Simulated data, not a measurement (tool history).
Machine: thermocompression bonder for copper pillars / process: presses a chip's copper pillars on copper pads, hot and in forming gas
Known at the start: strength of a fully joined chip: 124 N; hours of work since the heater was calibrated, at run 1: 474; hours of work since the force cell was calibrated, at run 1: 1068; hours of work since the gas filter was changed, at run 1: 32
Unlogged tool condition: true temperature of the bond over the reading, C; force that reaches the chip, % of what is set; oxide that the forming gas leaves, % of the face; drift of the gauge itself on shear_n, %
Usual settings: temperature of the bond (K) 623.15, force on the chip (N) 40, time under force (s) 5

run   hour  temperature of the bond (K)  force on the chip (N)  time under force (s)  hours of work since the heater was calibrated  hours of work since the force cell was calibrated  hours of work since the gas filter was changed  force that shears a chip off (N)
  1    0.0                       623.15                     40                     5                                            474                                               1068                                              32                              57.8
  2   59.3                       623.15                     40                     5                                            511                                               1105                                              69                              57.0
  3   96.0                       623.15                     40                     5                                            534                                               1128                                              92                              56.1
  4  143.1                       623.15                     40                     5                                            563                                               1157                                             121                              57.8
  5  197.8                       623.15                     40                     5                                            597                                               1191                                             155                              57.2
  6  243.5                       623.15                     40                     5                                            626                                               1219                                             184                              57.1

Run 7 has not been measured yet. What should we expect?
  7  287.5                       603.15                     25                     5                                            653                                               1247                                             211                                 ?

force that shears a chip off (N): 35.2
Without the tool's hidden state the same run would have given force that shears a chip off (N) 33.3.
